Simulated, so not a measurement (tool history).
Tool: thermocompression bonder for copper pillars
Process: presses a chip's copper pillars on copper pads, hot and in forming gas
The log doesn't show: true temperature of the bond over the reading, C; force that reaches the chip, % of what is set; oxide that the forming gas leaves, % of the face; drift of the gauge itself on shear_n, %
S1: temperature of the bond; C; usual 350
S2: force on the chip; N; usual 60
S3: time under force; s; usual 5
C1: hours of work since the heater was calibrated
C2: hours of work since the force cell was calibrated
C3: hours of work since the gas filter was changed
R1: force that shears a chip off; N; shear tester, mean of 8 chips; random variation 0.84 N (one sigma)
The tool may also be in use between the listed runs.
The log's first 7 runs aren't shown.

{"run": 8, "hour": 72.2, "S1": 350, "S2": 42, "S3": 5, "C1": 310, "C2": 127, "C3": 87, "R1": 48.2}
{"run": 9, "hour": 84.4, "S1": 350, "S2": 42, "S3": 5, "C1": 319, "C2": 137, "C3": 96, "R1": 48.8}
{"run": 10, "hour": 97.7, "S1": 350, "S2": 42, "S3": 5, "C1": 329, "C2": 147, "C3": 106, "R1": 47.8}
{"run": 11, "hour": 106.2, "S1": 350, "S2": 60, "S3": 5, "C1": 336, "C2": 153, "C3": 112, "R1": 62.4}
{"run": 12, "hour": 113.0, "S1": 350, "S2": 60, "S3": 6, "C1": 341, "C2": 158, "C3": 117, "R1": 64.7}
{"run": 13, "hour": 126.5, "S1": 358, "S2": 60, "S3": 5, "C1": 351, "C2": 168, "C3": 128, "R1": 65.2}
{"run": 14, "hour": 133.6, "S1": 358, "S2": 60, "S3": 5, "C1": 356, "C2": 174, "C3": 133, "R1": 65.7}
{"run": 15, "hour": 140.0, "S1": 350, "S2": 60, "S3": 14, "C1": 361, "C2": 179, "C3": 138, "R1": 85.2}
{"hour": 151.3, "done": "forming gas filter changed"}
{"run": 16, "hour": 151.3, "S1": 350, "S2": 60, "S3": 14, "C1": 369, "C2": 187, "C3": 0, "R1": 93.0}
{"run": 17, "hour": 161.1, "S1": 350, "S2": 60, "S3": 14, "C1": 377, "C2": 194, "C3": 7, "R1": 94.5}
{"run": 18, "hour": 173.7, "S1": 350, "S2": 60, "S3": 14, "C1": 386, "C2": 204, "C3": 17, "R1": 93.6}
{"run": 19, "hour": 184.9, "S1": 350, "S2": 60, "S3": 14, "C1": 395, "C2": 212, "C3": 25, "R1": 91.1}
{"run": 20, "hour": 195.4, "S1": 350, "S2": 60, "S3": 5, "C1": 403, "C2": 220, "C3": 33, "R1": 64.0}
{"run": 21, "hour": 204.4, "S1": 345, "S2": 43, "S3": 5, "C1": 410, "C2": 227, "C3": 40, "R1": 49.8}
{"run": 22, "hour": 217.3, "S1": 360, "S2": 40, "S3": 8, "C1": 419, "C2": 237, "C3": 50, "R1": 61.2}
{"run": 23, "hour": 230.6, "S1": 371, "S2": 36, "S3": 6, "C1": 429, "C2": 247, "C3": 60, "R1": 56.7}
{"run": 24, "hour": 241.4, "S1": 371, "S2": 36, "S3": 6, "C1": 437, "C2": 255, "C3": 68, "R1": 55.9}
{"run": 25, "hour": 252.2, "S1": 371, "S2": 36, "S3": 6, "C1": 446, "C2": 263, "C3": 76, "R1": 57.7}
{"run": 26, "hour": 261.3, "S1": 321, "S2": 41, "S3": 5, "C1": 453, "C2": 270, "C3": 83, "R1": 36.5}
{"run": 27, "hour": 268.3, "S1": 359, "S2": 64, "S3": 5, "C1": 458, "C2": 275, "C3": 89, "R1": 68.7}

Forecast run 28:
{"run": 28, "hour": 281.2, "S1": 359, "S2": 64, "S3": 5, "C1": 468, "C2": 285, "C3": 98, "R1": "?"}

R1: 67.5 N
Without the tool's hidden state the same run would have given R1 73.9 N.
